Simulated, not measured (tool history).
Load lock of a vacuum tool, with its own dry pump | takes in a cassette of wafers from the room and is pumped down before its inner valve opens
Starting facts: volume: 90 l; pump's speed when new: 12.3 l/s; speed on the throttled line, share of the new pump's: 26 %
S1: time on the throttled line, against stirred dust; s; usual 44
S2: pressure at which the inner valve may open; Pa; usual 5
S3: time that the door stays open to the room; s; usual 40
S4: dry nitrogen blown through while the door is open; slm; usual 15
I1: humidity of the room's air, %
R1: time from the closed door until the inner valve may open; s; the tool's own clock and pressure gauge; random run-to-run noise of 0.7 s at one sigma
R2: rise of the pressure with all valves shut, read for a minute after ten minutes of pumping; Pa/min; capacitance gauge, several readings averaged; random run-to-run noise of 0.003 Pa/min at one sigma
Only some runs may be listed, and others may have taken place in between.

run,day,S1,S2,S3,S4,I1,R1,R2
1,0.000,44,5,40,15,46.7,104.9,0.021
2,2.396,44,5,40,15,45.6,105.2,0.017
3,4.800,44,5,40,15,43.8,106.4,0.011
4,7.583,44,5,176,15,42.6,106.2,0.028
5,10.471,44,5,176,15,45.8,106.3,0.027
6,13.004,44,5,176,15,46.6,105.4,0.032
7,15.350,44,5,176,11,48.2,105.4,0.030
8,18.742,44,5,176,11,44.2,106.2,0.036
9,21.879,47,5,176,11,41.9,108.6,0.026
10,24.800,47,5,176,11,44.1,106.7,0.031
11,28.775,44,5,40,15,45.3,106.3,0.013
12,32.325,44,5,40,15,42.2,105.7,0.017
13,35.946,27,5,40,15,46.6,93.2,0.014
14,38.117,27,9,40,15,47.3,89.1,0.017
15,41.133,27,9,40,15,43.8,88.1,0.014
16,44.938,44,5,162,15,42.5,105.5,0.026
17,47.771,44,5,162,15,46.6,103.6,0.026
18,51.796,22,6,143,15,47.9,88.5,0.026
19,55.292,30,5,40,42,44.2,95.7,0.005
20,58.038,44,4,40,7,45.2,107.4,0.020
21,60.312,44,4,40,7,43.4,107.8,0.018
22,62.762,26,8,49,11,44.5,88.6,0.017
23,65.775,30,5,177,9,44.1,94.6,0.034

Consider 4 possible next runs. They are alternatives, not a sequence: every one starts from the tool as it was left by run 23. What does each give?
A,68.629,82,6,40,18,45.3,?,?
B,68.629,28,5,177,9,45.4,?,?
C,68.629,51,5,177,4,46.3,?,?
D,68.629,44,5,153,15,46.8,?,?

run,R1,R2
A,131.5,0.012
B,92.8,0.036
C,110.1,0.050
D,105.4,0.032
Stripped of hidden state, with their random variation kept, the same runs would have yielded:
run,R1,R2
A,131.5,0.012
B,92.8,0.036
C,110.1,0.050
D,105.4,0.032

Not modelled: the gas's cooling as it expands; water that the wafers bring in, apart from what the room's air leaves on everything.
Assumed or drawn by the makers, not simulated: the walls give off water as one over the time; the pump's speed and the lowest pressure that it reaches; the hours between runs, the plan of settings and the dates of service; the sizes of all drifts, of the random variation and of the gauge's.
